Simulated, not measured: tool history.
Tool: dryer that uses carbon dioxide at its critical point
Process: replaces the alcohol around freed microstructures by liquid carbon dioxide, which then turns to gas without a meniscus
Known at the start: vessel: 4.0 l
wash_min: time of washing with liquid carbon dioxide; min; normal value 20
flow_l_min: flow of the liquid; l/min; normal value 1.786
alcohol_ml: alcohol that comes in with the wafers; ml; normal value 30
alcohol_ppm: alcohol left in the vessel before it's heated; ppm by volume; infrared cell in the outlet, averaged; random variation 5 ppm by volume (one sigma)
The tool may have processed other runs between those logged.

run 1 hour=0.0 | wash_min=20 flow_l_min=1.786 alcohol_ml=30 | alcohol_ppm=102
run 2 hour=38.7 | wash_min=20 flow_l_min=1.786 alcohol_ml=30 | alcohol_ppm=97
run 3 hour=69.3 | wash_min=20 flow_l_min=1.786 alcohol_ml=30 | alcohol_ppm=103
run 4 hour=118.8 | wash_min=14 flow_l_min=1.786 alcohol_ml=30 | alcohol_ppm=130
run 5 hour=155.2 | wash_min=14 flow_l_min=1.786 alcohol_ml=30 | alcohol_ppm=132
run 6 hour=198.7 | wash_min=14 flow_l_min=1.786 alcohol_ml=30 | alcohol_ppm=134
run 7 hour=232.2 | wash_min=20 flow_l_min=2.270 alcohol_ml=28 | alcohol_ppm=109
run 8 hour=278.1 | wash_min=20 flow_l_min=2.270 alcohol_ml=28 | alcohol_ppm=112
run 9 hour=319.1 | wash_min=21 flow_l_min=1.470 alcohol_ml=35 | alcohol_ppm=128
-- hour=327.0 purifier's bed changed
run 10 hour=353.4 | wash_min=13 flow_l_min=2.420 alcohol_ml=71 | alcohol_ppm=26

Expected results for the next run?
run 11 hour=384.6 | wash_min=19 flow_l_min=1.480 alcohol_ml=90 | alcohol_ppm=?

{"run 11": {"alcohol_ppm": 59}}
With no hidden state in the tool, this same run would have given alcohol_ppm 27 ppm by volume.

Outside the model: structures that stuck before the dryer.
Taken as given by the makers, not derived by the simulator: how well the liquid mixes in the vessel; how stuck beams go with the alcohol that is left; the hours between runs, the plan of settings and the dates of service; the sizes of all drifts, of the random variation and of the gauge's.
